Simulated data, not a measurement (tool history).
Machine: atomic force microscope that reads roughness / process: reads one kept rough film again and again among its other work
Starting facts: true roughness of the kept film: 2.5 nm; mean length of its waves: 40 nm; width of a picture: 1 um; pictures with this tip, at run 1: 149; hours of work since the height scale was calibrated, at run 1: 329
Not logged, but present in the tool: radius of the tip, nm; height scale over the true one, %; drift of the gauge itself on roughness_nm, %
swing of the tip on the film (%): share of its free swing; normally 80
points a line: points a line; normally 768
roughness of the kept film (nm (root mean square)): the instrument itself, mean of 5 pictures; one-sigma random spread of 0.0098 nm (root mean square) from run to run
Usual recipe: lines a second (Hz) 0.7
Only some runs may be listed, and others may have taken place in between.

run	hour	lines a second (Hz)	swing of the tip on the film (%)	points a line	pictures with this tip	hours of work since the height scale was calibrated	roughness of the kept film (nm (root mean square))
1	0	0.7	80	768	149	329	2.068
2	7.9	0.7	80	920	167	335	2.056
# hour 19.3: new tip fitted
3	23.6	0.7	80	395	9	346	2.193
4	32.8	1.683	80	768	30	353	2.016
5	48	0.7	80	768	65	365	2.137
6	64.3	0.7	80	768	102	377	2.113
7	77.6	0.7	80	768	132	387	2.063
8	86.4	0.7	80	768	152	393	2.036
9	99.2	0.7	80	768	181	403	2.043
# hour 103.6: new tip fitted
10	108.7	0.7	80	281	12	410	2.19
11	121.6	0.7	80	281	41	419	2.161
12	136	1.058	56	558	74	430	2.22
13	145.4	1.058	56	558	96	437	2.18
14	154.1	1.326	80	369	115	444	1.996
15	169.2	0.585	64	415	150	455	2.156
16	182.2	0.7	60	768	179	465	2.1
# hour 187.3: new tip fitted
17	198.3	0.7	60	768	25	477	2.252
18	207.4	0.7	60	768	45	483	2.234

Forecast each of these 4 alternatives for the next run:
A	220.8	0.7	88	882	76	493	?
B	220.8	1.751	82	447	76	493	?
C	220.8	0.7	60	378	76	493	?
D	220.8	0.581	81	492	76	493	?

run	roughness of the kept film (nm (root mean square))
A	2.082
B	1.939
C	2.211
D	2.15
Without the tool's hidden state the same runs would have given:
run	roughness of the kept film (nm (root mean square))
A	2.17
B	2.021
C	2.304
D	2.241

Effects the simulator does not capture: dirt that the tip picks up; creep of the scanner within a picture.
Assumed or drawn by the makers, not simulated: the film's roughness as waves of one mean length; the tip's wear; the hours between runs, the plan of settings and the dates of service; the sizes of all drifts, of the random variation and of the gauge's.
